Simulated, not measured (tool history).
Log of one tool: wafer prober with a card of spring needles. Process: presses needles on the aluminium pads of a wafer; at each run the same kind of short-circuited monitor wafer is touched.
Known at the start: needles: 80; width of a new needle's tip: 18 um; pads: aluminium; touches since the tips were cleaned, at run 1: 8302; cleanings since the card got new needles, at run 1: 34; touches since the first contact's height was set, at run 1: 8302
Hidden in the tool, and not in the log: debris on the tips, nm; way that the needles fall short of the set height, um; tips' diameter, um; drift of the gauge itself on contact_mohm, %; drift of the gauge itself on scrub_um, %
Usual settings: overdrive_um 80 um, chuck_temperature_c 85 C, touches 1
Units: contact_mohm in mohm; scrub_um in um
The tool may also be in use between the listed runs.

| run | hour | overdrive_um | chuck_temperature_c | touches | touches since the tips were cleaned | cleanings since the card got new needles | touches since the first contact's height was set | contact_mohm | scrub_um |
|---|---|---|---|---|---|---|---|---|---|
| 1 | 0.0 | 80 | 85 | 1 | 8302 | 34 | 8302 | 306 | 16.05 |
|  | 6.5 | tips cleaned on abrasive film |
|  | 38.1 | tips cleaned on abrasive film |
| 2 | 63.3 | 80 | 85 | 1 | 8514 | 36 | 29603 | 303 | 16.03 |
|  | 69.8 | tips cleaned on abrasive film |
|  | 95.9 | tips cleaned on abrasive film |
|  | 124.3 | tips cleaned on abrasive film |
| 3 | 147.7 | 80 | 85 | 1 | 7925 | 39 | 58012 | 302 | 15.96 |
|  | 154.3 | tips cleaned on abrasive film |
|  | 179.7 | height of the first contact set anew |
|  | 186.2 | tips cleaned on abrasive film |
|  | 214.4 | tips cleaned on abrasive film |
| 4 | 231.1 | 80 | 85 | 1 | 5617 | 42 | 17277 | 300 | 16.01 |
|  | 242.7 | tips cleaned on abrasive film |
|  | 269.3 | tips cleaned on abrasive film |
|  | 297.7 | tips cleaned on abrasive film |
| 5 | 308.0 | 80 | 85 | 1 | 3475 | 45 | 43142 | 294 | 15.98 |
|  | 327.8 | tips cleaned on abrasive film |
|  | 357.5 | tips cleaned on abrasive film |
| 6 | 375.3 | 80 | 85 | 1 | 6002 | 47 | 65803 | 303 | 15.93 |
|  | 385.8 | tips cleaned on abrasive film |
|  | 386.1 | height of the first contact set anew |
|  | 412.5 | tips cleaned on abrasive film |
| 7 | 414.8 | 80 | 85 | 1 | 769 | 49 | 9674 | 282 | 16.01 |
|  | 440.1 | tips cleaned on abrasive film |
|  | 467.6 | tips cleaned on abrasive film |
| 8 | 467.6 | 80 | 85 | 1 | 0 | 51 | 27420 | 276 | 15.99 |
|  | 495.9 | tips cleaned on abrasive film |
|  | 523.1 | tips cleaned on abrasive film |
| 9 | 548.2 | 80 | 85 | 1 | 8482 | 53 | 54562 | 308 | 15.96 |
|  | 552.6 | tips cleaned on abrasive film |
|  | 578.7 | tips cleaned on abrasive film |
|  | 591.9 | height of the first contact set anew |
| 10 | 602.8 | 80 | 36 | 1 | 8027 | 55 | 3679 | 295 | 16.04 |
|  | 609.3 | tips cleaned on abrasive film |
|  | 640.9 | tips cleaned on abrasive film |
| 11 | 654.4 | 80 | 36 | 1 | 4538 | 57 | 21016 | 288 | 16.01 |
|  | 672.3 | tips cleaned on abrasive film |
|  | 699.5 | tips cleaned on abrasive film |
| 12 | 711.7 | 80 | 85 | 1 | 4099 | 59 | 40300 | 304 | 15.99 |
|  | 728.0 | tips cleaned on abrasive film |
|  | 754.6 | tips cleaned on abrasive film |
|  | 780.7 | tips cleaned on abrasive film |
| 13 | 787.0 | 80 | 85 | 1 | 2130 | 62 | 65633 | 292 | 15.92 |
|  | 796.7 | height of the first contact set anew |
|  | 812.2 | tips cleaned on abrasive film |
|  | 842.2 | tips cleaned on abrasive film |
|  | 872.2 | tips cleaned on abrasive film |
| 14 | 872.2 | 61 | 85 | 1 | 0 | 65 | 25377 | 287 | 12.19 |
|  | 901.6 | tips cleaned on abrasive film |
|  | 927.9 | tips cleaned on abrasive film |
| 15 | 927.9 | 61 | 85 | 1 | 0 | 67 | 44116 | 288 | 12.17 |
|  | 954.3 | tips cleaned on abrasive film |
|  | 986.2 | tips cleaned on abrasive film |
|  | 1002.6 | height of the first contact set anew |
| 16 | 1003.5 | 73 | 42 | 1 | 5745 | 69 | 313 | 298 | 14.65 |
|  | 1014.5 | tips cleaned on abrasive film |
|  | 1041.9 | tips cleaned on abrasive film |
|  | 1069.7 | tips cleaned on abrasive film |
| 17 | 1080.3 | 64 | 44 | 2 | 3556 | 72 | 26130 | 285 | 12.78 |
|  | 1099.5 | tips cleaned on abrasive film |
|  | 1127.0 | tips cleaned on abrasive film |
| 18 | 1143.2 | 69 | 50 | 1 | 5478 | 74 | 47318 | 310 | 13.74 |
|  | 1154.0 | tips cleaned on abrasive film |
|  | 1182.4 | tips cleaned on abrasive film |
| 19 | 1182.4 | 93 | 29 | 2 | 0 | 76 | 60477 | 261 | 18.52 |
|  | 1206.3 | height of the first contact set anew |
|  | 1212.9 | tips cleaned on abrasive film |
|  | 1238.7 | tips cleaned on abrasive film |
| 20 | 1247.7 | 93 | 29 | 2 | 3035 | 78 | 13903 | 270 | 18.62 |
|  | 1268.6 | tips cleaned on abrasive film |
| 21 | 1284.5 | 93 | 29 | 2 | 5371 | 79 | 26300 | 271 | 18.60 |
|  | 1296.4 | tips cleaned on abrasive film |
|  | 1325.8 | tips cleaned on abrasive film |
| 22 | 1342.9 | 93 | 29 | 2 | 5782 | 81 | 45931 | 273 | 18.54 |
|  | 1355.1 | tips cleaned on abrasive film |
|  | 1381.8 | tips cleaned on abrasive film |
|  | 1410.1 | tips cleaned on abrasive film |
|  | 1410.4 | height of the first contact set anew |
| 23 | 1428.4 | 80 | 106 | 1 | 6093 | 84 | 6093 | 311 | 16.04 |
|  | 1439.8 | tips cleaned on abrasive film |
|  | 1468.1 | tips cleaned on abrasive film |
| 24 | 1480.9 | 86 | 33 | 2 | 4321 | 86 | 23732 | 280 | 17.21 |

The next listed run, before its measurement:
|  | 1496.3 | tips cleaned on abrasive film |
| 25 | 1521.5 | 88 | 85 | 1 | 8530 | 87 | 37416 | ? | ? |

contact_mohm: 302 mohm
scrub_um: 17.61 um
Without the tool's hidden state the same run would have given contact_mohm 274 mohm, scrub_um 17.66 um.
